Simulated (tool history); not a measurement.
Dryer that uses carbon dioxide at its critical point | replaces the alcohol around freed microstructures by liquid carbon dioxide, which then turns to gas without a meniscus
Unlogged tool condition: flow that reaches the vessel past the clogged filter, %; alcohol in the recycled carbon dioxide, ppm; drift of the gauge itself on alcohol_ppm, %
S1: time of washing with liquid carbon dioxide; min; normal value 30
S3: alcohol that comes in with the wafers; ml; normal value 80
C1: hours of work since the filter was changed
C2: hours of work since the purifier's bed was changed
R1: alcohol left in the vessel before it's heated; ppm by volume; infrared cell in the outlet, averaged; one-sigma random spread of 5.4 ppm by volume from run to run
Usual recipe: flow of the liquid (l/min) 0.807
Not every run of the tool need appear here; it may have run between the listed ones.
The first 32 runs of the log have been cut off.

{"run": 33, "hour": 274.2, "S1": 47, "flow of the liquid (l/min)": 1.165, "S3": 26, "C1": 44, "C2": 218, "R1": 47}
{"run": 34, "hour": 283.5, "S1": 19, "flow of the liquid (l/min)": 0.897, "S3": 80, "C1": 47, "C2": 221, "R1": 621}
{"run": 35, "hour": 295.7, "S1": 19, "flow of the liquid (l/min)": 0.897, "S3": 80, "C1": 51, "C2": 225, "R1": 619}
{"run": 36, "hour": 302.5, "S1": 19, "flow of the liquid (l/min)": 0.897, "S3": 80, "C1": 53, "C2": 227, "R1": 626}
{"run": 37, "hour": 311.7, "S1": 19, "flow of the liquid (l/min)": 0.897, "S3": 80, "C1": 56, "C2": 230, "R1": 622}
{"run": 38, "hour": 323.3, "S1": 20, "flow of the liquid (l/min)": 0.807, "S3": 80, "C1": 59, "C2": 233, "R1": 748}
{"run": 39, "hour": 330.9, "S1": 20, "flow of the liquid (l/min)": 0.66, "S3": 86, "C1": 61, "C2": 235, "R1": 1500}
{"run": 40, "hour": 337.4, "S1": 47, "flow of the liquid (l/min)": 1.331, "S3": 86, "C1": 63, "C2": 237, "R1": 40}
{"run": 41, "hour": 343.6, "S1": 33, "flow of the liquid (l/min)": 0.961, "S3": 112, "C1": 65, "C2": 239, "R1": 85}
{"run": 42, "hour": 351.5, "S1": 30, "flow of the liquid (l/min)": 0.814, "S3": 30, "C1": 68, "C2": 242, "R1": 93}
{"run": 43, "hour": 356.6, "S1": 30, "flow of the liquid (l/min)": 1.014, "S3": 29, "C1": 69, "C2": 243, "R1": 47}
{"run": 44, "hour": 364.7, "S1": 30, "flow of the liquid (l/min)": 1.014, "S3": 29, "C1": 72, "C2": 246, "R1": 60}
{"run": 45, "hour": 374.6, "S1": 30, "flow of the liquid (l/min)": 1.28, "S3": 46, "C1": 75, "C2": 249, "R1": 42}
{"run": 46, "hour": 384.0, "S1": 30, "flow of the liquid (l/min)": 1.28, "S3": 46, "C1": 78, "C2": 252, "R1": 54}
{"run": 47, "hour": 393.6, "S1": 29, "flow of the liquid (l/min)": 1.014, "S3": 80, "C1": 81, "C2": 255, "R1": 92}

3 ways to go on from here, each from the tool as it stands after run 47. What would each give?
{"run": "A", "hour": 399.8, "S1": 28, "flow of the liquid (l/min)": 1.014, "S3": 80, "C1": 83, "C2": 256, "R1": "?"}
{"run": "B", "hour": 399.8, "S1": 33, "flow of the liquid (l/min)": 0.807, "S3": 80, "C1": 83, "C2": 256, "R1": "?"}
{"run": "C", "hour": 399.8, "S1": 40, "flow of the liquid (l/min)": 0.485, "S3": 80, "C1": 83, "C2": 256, "R1": "?"}

run=A R1=103
run=B R1=130
run=C R1=473
Take away the tool's hidden state, keep each run's random variation, and the runs would have read:
run=A R1=51
run=B R1=76
run=C R1=390
